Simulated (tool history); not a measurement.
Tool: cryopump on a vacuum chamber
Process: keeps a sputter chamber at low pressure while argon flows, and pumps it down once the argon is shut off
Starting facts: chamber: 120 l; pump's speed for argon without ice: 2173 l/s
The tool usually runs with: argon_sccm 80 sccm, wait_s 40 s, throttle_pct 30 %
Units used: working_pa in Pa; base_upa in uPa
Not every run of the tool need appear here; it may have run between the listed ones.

| run | hour | argon_sccm | wait_s | throttle_pct | working_pa | base_upa |
|---|---|---|---|---|---|---|
| 1 | 0 | 80 | 40 | 30 | 0.2091 | 1.77 |
| 2 | 20.8 | 80 | 40 | 30 | 0.2084 | 1.74 |
| 3 | 46.2 | 80 | 25 | 30 | 0.2093 | 2.58 |
| 4 | 71.8 | 107 | 40 | 30 | 0.2801 | 1.81 |
| 5 | 95.3 | 71 | 40 | 30 | 0.1856 | 1.82 |
| 6 | 118.4 | 71 | 40 | 36 | 0.1556 | 1.87 |
| 7 | 139 | 80 | 40 | 30 | 0.2102 | 1.84 |
| 8 | 164.6 | 80 | 40 | 30 | 0.211 | 1.78 |
| 9 | 186.5 | 80 | 40 | 30 | 0.2109 | 1.8 |
| 10 | 206.4 | 80 | 40 | 30 | 0.2106 | 1.81 |
| 11 | 228.3 | 80 | 40 | 30 | 0.2103 | 1.83 |
| 12 | 256.2 | 80 | 40 | 30 | 0.2115 | 1.88 |
| 13 | 275.4 | 44 | 168 | 41 | 0.0856 | 0.9 |
| 14 | 288.5 | 155 | 93 | 51 | 0.2451 | 1.14 |
| 15 | 316.1 | 155 | 93 | 51 | 0.2441 | 1.22 |
| 16 | 334.8 | 155 | 93 | 27 | 0.454 | 1.17 |
| 17 | 349.6 | 80 | 53 | 53 | 0.1223 | 1.62 |
| 18 | 364 | 80 | 53 | 53 | 0.1228 | 1.56 |
| 19 | 387.6 | 38 | 53 | 37 | 0.0818 | 1.6 |
| 20 | 399.1 | 35 | 40 | 26 | 0.1069 | 1.91 |
| 21 | 419.3 | 140 | 34 | 30 | 0.3745 | 2.18 |
| 22 | 436.3 | 47 | 58 | 29 | 0.1292 | 1.5 |
| 23 | 458.6 | 40 | 48 | 30 | 0.1074 | 1.69 |

Consider 5 possible next runs. They are alternatives, not a sequence: every one starts from the tool as it was left by run 23. What does each give?
| A | 482.1 | 70 | 136 | 53 | ? | ? |
| B | 482.1 | 40 | 29 | 45 | ? | ? |
| C | 482.1 | 125 | 40 | 30 | ? | ? |
| D | 482.1 | 127 | 197 | 30 | ? | ? |
| E | 482.1 | 40 | 48 | 29 | ? | ? |

| run | working_pa | base_upa |
|---|---|---|
| A | 0.1086 | 1 |
| B | 0.0718 | 2.42 |
| C | 0.332 | 1.99 |
| D | 0.3398 | 1 |
| E | 0.1096 | 1.64 |
Without the tool's hidden state the same runs would have given:
| run | working_pa | base_upa |
|---|---|---|
| A | 0.103 | 0.43 |
| B | 0.0686 | 1.82 |
| C | 0.3222 | 1.4 |
| D | 0.3298 | 0.4 |
| E | 0.1064 | 1.07 |
